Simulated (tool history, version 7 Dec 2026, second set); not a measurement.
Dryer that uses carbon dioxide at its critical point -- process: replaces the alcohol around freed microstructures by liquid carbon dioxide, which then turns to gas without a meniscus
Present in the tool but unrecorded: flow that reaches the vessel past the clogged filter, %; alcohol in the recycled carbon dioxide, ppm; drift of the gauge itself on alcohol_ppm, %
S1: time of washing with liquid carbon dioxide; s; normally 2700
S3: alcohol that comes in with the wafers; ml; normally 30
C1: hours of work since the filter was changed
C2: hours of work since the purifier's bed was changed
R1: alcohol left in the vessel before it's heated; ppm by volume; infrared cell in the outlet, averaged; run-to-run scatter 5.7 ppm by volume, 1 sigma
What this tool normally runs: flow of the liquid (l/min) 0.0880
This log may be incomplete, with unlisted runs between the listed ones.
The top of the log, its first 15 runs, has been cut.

run 16 hour=515.8 | S1=2700 flow_of_the_liquid_(l/min)=0.0697 S3=30 | C1=46 C2=803 | R1=673
run 17 hour=551.5 | S1=2700 flow_of_the_liquid_(l/min)=0.0697 S3=30 | C1=63 C2=819 | R1=684
run 18 hour=579.3 | S1=2700 flow_of_the_liquid_(l/min)=0.0880 S3=26 | C1=76 C2=832 | R1=241
run 19 hour=622.3 | S1=2340 flow_of_the_liquid_(l/min)=0.1316 S3=94 | C1=96 C2=852 | R1=195
run 20 hour=643.4 | S1=2340 flow_of_the_liquid_(l/min)=0.1316 S3=94 | C1=106 C2=862 | R1=211
run 21 hour=686.4 | S1=2340 flow_of_the_liquid_(l/min)=0.1316 S3=94 | C1=126 C2=882 | R1=210
run 22 hour=729.3 | S1=2340 flow_of_the_liquid_(l/min)=0.1165 S3=94 | C1=146 C2=902 | R1=412
run 23 hour=752.3 | S1=2340 flow_of_the_liquid_(l/min)=0.1165 S3=94 | C1=156 C2=913 | R1=422
run 24 hour=797.9 | S1=2700 flow_of_the_liquid_(l/min)=0.1200 S3=38 | C1=177 C2=934 | R1=123
run 25 hour=825.6 | S1=4140 flow_of_the_liquid_(l/min)=0.0657 S3=37 | C1=190 C2=947 | R1=193
run 26 hour=848.8 | S1=4140 flow_of_the_liquid_(l/min)=0.0657 S3=37 | C1=201 C2=957 | R1=194
-- hour=858.9 purifier's bed changed
run 27 hour=873.0 | S1=1740 flow_of_the_liquid_(l/min)=0.1269 S3=73 | C1=211 C2=7 | R1=995
run 28 hour=904.4 | S1=2220 flow_of_the_liquid_(l/min)=0.1322 S3=117 | C1=225 C2=21 | R1=315
run 29 hour=947.0 | S1=2220 flow_of_the_liquid_(l/min)=0.0846 S3=71 | C1=245 C2=41 | R1=2022
run 30 hour=994.3 | S1=3900 flow_of_the_liquid_(l/min)=0.0875 S3=115 | C1=267 C2=63 | R1=111

Alternative continuations, all from the tool just after run 30; predict every row:
run A hour=1037.3 | S1=1740 flow_of_the_liquid_(l/min)=0.1117 S3=52 | C1=287 C2=83 | R1=?
run B hour=1037.3 | S1=4200 flow_of_the_liquid_(l/min)=0.1126 S3=90 | C1=287 C2=83 | R1=?
run C hour=1037.3 | S1=2700 flow_of_the_liquid_(l/min)=0.0880 S3=44 | C1=287 C2=83 | R1=?
run D hour=1037.3 | S1=3900 flow_of_the_liquid_(l/min)=0.0614 S3=42 | C1=287 C2=83 | R1=?

run=A R1=1382
run=B R1=15
run=C R1=443
run=D R1=372
Without the tool's unlogged condition, the same runs would have read:
run=A R1=929
run=B R1=6
run=C R1=270
run=D R1=223
